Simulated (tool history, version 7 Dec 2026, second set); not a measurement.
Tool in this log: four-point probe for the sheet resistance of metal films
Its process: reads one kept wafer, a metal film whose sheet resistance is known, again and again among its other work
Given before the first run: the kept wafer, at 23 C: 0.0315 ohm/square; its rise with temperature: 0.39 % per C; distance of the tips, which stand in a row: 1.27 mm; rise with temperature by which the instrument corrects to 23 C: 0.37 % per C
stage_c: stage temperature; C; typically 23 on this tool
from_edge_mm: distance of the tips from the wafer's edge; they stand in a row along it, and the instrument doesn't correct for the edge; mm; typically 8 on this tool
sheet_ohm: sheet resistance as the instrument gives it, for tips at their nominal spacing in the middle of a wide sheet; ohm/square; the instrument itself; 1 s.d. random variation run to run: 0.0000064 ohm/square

run,hour,stage_c,from_edge_mm,sheet_ohm
1,0.0,23,8,0.031799
2,21.7,23,8,0.031809
3,47.4,23,8,0.031813
4,64.1,23,8,0.031794
5,96.4,23,8,0.031814
6,130.8,23,8,0.031819
7,163.9,26,8,0.031832
# hour 192.0: stage's thermometer calibrated
8,203.7,26,8,0.031772
9,223.0,28,8,0.031792
10,253.8,28,8,0.031778
11,276.3,27,8,0.031788
12,312.0,23,35,0.031367
13,349.1,23,35,0.031360
14,369.7,23,35,0.031361
15,391.6,23,35,0.031366
16,418.0,23,35,0.031370
17,452.9,23,35,0.031378
18,481.1,26,22,0.031422
19,509.3,22,4,0.032965
20,539.9,23,61,0.031356
21,573.3,23,61,0.031371
22,591.3,29,3,0.034136
23,624.8,19,40,0.031353
24,645.0,23,7,0.031920
25,679.9,28,19,0.031472
26,708.9,32,36,0.031435
27,738.7,26,16,0.031492
28,763.9,26,16,0.031492
29,794.9,21,44,0.031385

Forecast run 30:
30,823.3,21,44,?

sheet_ohm: 0.031382 ohm/square
On a tool with no hidden condition, and with the same random variation, this run would have come out at sheet_ohm 0.031501 ohm/square.

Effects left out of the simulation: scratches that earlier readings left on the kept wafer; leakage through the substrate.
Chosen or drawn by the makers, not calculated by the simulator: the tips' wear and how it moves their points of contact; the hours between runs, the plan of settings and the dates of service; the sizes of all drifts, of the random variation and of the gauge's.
